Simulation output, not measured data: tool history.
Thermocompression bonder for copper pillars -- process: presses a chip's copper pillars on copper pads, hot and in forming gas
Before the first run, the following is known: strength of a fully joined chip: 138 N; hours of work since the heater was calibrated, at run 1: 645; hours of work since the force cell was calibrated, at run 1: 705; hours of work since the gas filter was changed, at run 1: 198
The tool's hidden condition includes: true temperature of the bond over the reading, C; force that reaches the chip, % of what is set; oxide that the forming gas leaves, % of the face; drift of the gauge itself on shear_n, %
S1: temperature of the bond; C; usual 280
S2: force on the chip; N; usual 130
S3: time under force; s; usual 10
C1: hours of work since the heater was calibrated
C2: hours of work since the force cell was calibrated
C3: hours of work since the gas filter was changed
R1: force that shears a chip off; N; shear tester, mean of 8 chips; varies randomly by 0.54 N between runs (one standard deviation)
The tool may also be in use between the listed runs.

run 1 day=0 | S1=280 S2=130 S3=10 | C1=645 C2=705 C3=198 | R1=58.4
run 2 day=1.688 | S1=280 S2=130 S3=10 | C1=665 C2=726 C3=219 | R1=57.6
run 3 day=3.246 | S1=280 S2=108 S3=10 | C1=684 C2=745 C3=238 | R1=50.2
-- day=3.546 forming gas filter changed
run 4 day=5.058 | S1=280 S2=108 S3=10 | C1=706 C2=766 C3=18 | R1=52.8
run 5 day=7.129 | S1=302 S2=130 S3=10 | C1=732 C2=792 C3=44 | R1=73.9
run 6 day=10.146 | S1=280 S2=130 S3=10 | C1=768 C2=828 C3=81 | R1=58.9
run 7 day=12.458 | S1=280 S2=130 S3=10 | C1=797 C2=857 C3=109 | R1=57.9
run 8 day=15.367 | S1=280 S2=130 S3=10 | C1=832 C2=892 C3=144 | R1=57.5
run 9 day=18.246 | S1=280 S2=130 S3=10 | C1=867 C2=927 C3=179 | R1=57.1
run 10 day=21.362 | S1=280 S2=130 S3=10 | C1=905 C2=965 C3=217 | R1=55.9
-- day=23.146 heater calibrated with a thermocouple chip
-- day=23.55 forming gas filter changed
run 11 day=23.567 | S1=280 S2=143 S3=16 | C1=5 C2=991 C3=0 | R1=85.3
run 12 day=25.325 | S1=280 S2=136 S3=16 | C1=26 C2=1012 C3=22 | R1=82.5
run 13 day=28.238 | S1=280 S2=157 S3=13 | C1=62 C2=1048 C3=57 | R1=82.2
run 14 day=31.133 | S1=308 S2=105 S3=29 | C1=97 C2=1083 C3=93 | R1=99.1
run 15 day=34.225 | S1=308 S2=105 S3=29 | C1=135 C2=1121 C3=130 | R1=96.2
run 16 day=36.558 | S1=308 S2=105 S3=29 | C1=163 C2=1149 C3=159 | R1=94.4
run 17 day=38.188 | S1=264 S2=104 S3=29 | C1=183 C2=1169 C3=179 | R1=67.1

Pick out some run-to-run changes in R1. Of each, how much would a tool without hidden state show as well, from the settings, what came in and chance, and how much is left for the hidden state and any gauge scatter not in both results compared?
Run 10 -> 11: S2 130 -> 143, S3 10 -> 16, heater calibrated with a thermocouple chip, forming gas filter changed. R1 +29.4 N: hidden state +12.9, all else +16.5.

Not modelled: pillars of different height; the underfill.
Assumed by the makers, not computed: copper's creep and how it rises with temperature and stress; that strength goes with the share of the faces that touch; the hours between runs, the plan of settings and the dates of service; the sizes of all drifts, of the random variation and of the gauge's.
